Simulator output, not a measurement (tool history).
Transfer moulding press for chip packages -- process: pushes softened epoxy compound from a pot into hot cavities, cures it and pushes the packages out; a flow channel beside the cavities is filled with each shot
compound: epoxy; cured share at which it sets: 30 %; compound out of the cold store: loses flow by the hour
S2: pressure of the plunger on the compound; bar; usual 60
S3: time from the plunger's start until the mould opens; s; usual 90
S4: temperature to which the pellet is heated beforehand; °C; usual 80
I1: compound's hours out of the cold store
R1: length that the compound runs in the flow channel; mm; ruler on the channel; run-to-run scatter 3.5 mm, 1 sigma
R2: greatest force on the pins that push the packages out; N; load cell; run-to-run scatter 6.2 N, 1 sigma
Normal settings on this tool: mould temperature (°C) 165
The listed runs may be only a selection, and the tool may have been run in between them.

run 1 hour=0 | mould_temperature_(°C)=165 S2=60 S3=90 S4=80 | I1=36.5 | R1=688 R2=303
-- hour=19.5 cavities cleaned with cleaning compound and waxed
run 2 hour=30.6 | mould_temperature_(°C)=165 S2=60 S3=90 S4=80 | I1=24.1 | R1=720 R2=257
run 3 hour=56.7 | mould_temperature_(°C)=165 S2=60 S3=90 S4=80 | I1=44.8 | R1=652 R2=290
-- hour=74.2 plunger's sealing rings changed
run 4 hour=89.4 | mould_temperature_(°C)=165 S2=60 S3=90 S4=80 | I1=24.1 | R1=760 R2=325
-- hour=104.2 cavities cleaned with cleaning compound and waxed
run 5 hour=117 | mould_temperature_(°C)=165 S2=60 S3=90 S4=80 | I1=46.1 | R1=690 R2=258
run 6 hour=138.8 | mould_temperature_(°C)=166 S2=60 S3=90 S4=80 | I1=39.9 | R1=706 R2=275
run 7 hour=155.5 | mould_temperature_(°C)=165 S2=58.8 S3=90 S4=80 | I1=37 | R1=706 R2=309
run 8 hour=177.2 | mould_temperature_(°C)=165 S2=60 S3=90 S4=80 | I1=26.5 | R1=743 R2=313
-- hour=187.1 cavities cleaned with cleaning compound and waxed
run 9 hour=198.1 | mould_temperature_(°C)=165 S2=66 S3=90 S4=80 | I1=35.6 | R1=738 R2=246
run 10 hour=219.9 | mould_temperature_(°C)=165 S2=66 S3=90 S4=80 | I1=30.4 | R1=754 R2=295
run 11 hour=239.1 | mould_temperature_(°C)=172 S2=60.9 S3=76 S4=80 | I1=38.9 | R1=682 R2=298
-- hour=270.6 cavities cleaned with cleaning compound and waxed
run 12 hour=273.6 | mould_temperature_(°C)=165 S2=60 S3=100 S4=71 | I1=44.5 | R1=676 R2=216
run 13 hour=299.2 | mould_temperature_(°C)=165 S2=60 S3=100 S4=71 | I1=34.2 | R1=697 R2=255
run 14 hour=320.3 | mould_temperature_(°C)=165 S2=60 S3=100 S4=71 | I1=30.6 | R1=711 R2=270
run 15 hour=350.3 | mould_temperature_(°C)=169 S2=54.5 S3=71 S4=78 | I1=43 | R1=627 R2=409

Run 16 comes next. What will it give?
-- hour=353.7 cavities cleaned with cleaning compound and waxed
run 16 hour=373.1 | mould_temperature_(°C)=169 S2=73.1 S3=71 S4=77 | I1=30.2 | R1=? R2=?

R1: 763 mm
R2: 344 N
The same run, on a tool lacking any hidden state, would have yielded R1 817 mm, R2 291 N.
